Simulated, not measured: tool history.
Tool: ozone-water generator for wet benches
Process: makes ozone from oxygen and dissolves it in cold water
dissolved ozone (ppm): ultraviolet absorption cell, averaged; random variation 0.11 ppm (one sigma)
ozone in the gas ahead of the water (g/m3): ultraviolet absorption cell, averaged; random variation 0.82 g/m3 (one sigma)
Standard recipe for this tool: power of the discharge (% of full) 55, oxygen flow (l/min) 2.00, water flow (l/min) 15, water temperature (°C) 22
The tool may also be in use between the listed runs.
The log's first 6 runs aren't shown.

| run | hour | power of the discharge (% of full) | oxygen flow (l/min) | water flow (l/min) | water temperature (°C) | dissolved ozone (ppm) | ozone in the gas ahead of the water (g/m3) |
|---|---|---|---|---|---|---|---|
| 7 | 656.9 | 55 | 2.00 | 15 | 22 | 7.9 | 120.2 |
| 8 | 731.0 | 55 | 2.00 | 15 | 22 | 7.9 | 121.7 |
|  | 796.9 | contactor cleaned |
| 9 | 843.1 | 55 | 2.00 | 11 | 22 | 11.1 | 120.2 |
| 10 | 915.7 | 55 | 2.00 | 11 | 22 | 10.7 | 119.8 |
| 11 | 982.5 | 55 | 2.00 | 11 | 22 | 10.8 | 120.6 |
| 12 | 1072.0 | 61 | 2.00 | 15 | 22 | 9.0 | 127.8 |
| 13 | 1177.8 | 61 | 2.00 | 15 | 22 | 9.3 | 129.8 |
| 14 | 1268.9 | 55 | 2.00 | 15 | 22 | 8.6 | 119.9 |
| 15 | 1387.7 | 55 | 2.00 | 15 | 22 | 8.6 | 119.4 |
| 16 | 1455.7 | 55 | 2.00 | 15 | 22 | 8.3 | 118.4 |
| 17 | 1556.8 | 55 | 2.00 | 23 | 22 | 5.9 | 118.6 |
| 18 | 1664.0 | 72 | 3.54 | 23 | 22 | 8.7 | 119.8 |
| 19 | 1738.6 | 42 | 1.78 | 11 | 22 | 8.5 | 101.5 |
| 20 | 1826.9 | 42 | 1.78 | 11 | 22 | 8.5 | 101.2 |
| 21 | 1910.7 | 98 | 2.00 | 15 | 22 | 12.7 | 177.1 |
| 22 | 2008.2 | 62 | 2.00 | 15 | 17 | 9.7 | 129.1 |
| 23 | 2135.6 | 62 | 2.00 | 15 | 17 | 9.4 | 127.0 |
| 24 | 2241.1 | 55 | 1.58 | 15 | 25 | 7.5 | 126.5 |

What does the tool deliver on the next run?
| 25 | 2347.7 | 42 | 2.00 | 15 | 22 | ? | ? |

Run 25 produced dissolved ozone (ppm) 7.0, ozone in the gas ahead of the water (g/m3) 96.3.
With no hidden state in the tool, this same run would have given dissolved ozone (ppm) 7.7, ozone in the gas ahead of the water (g/m3) 104.3.
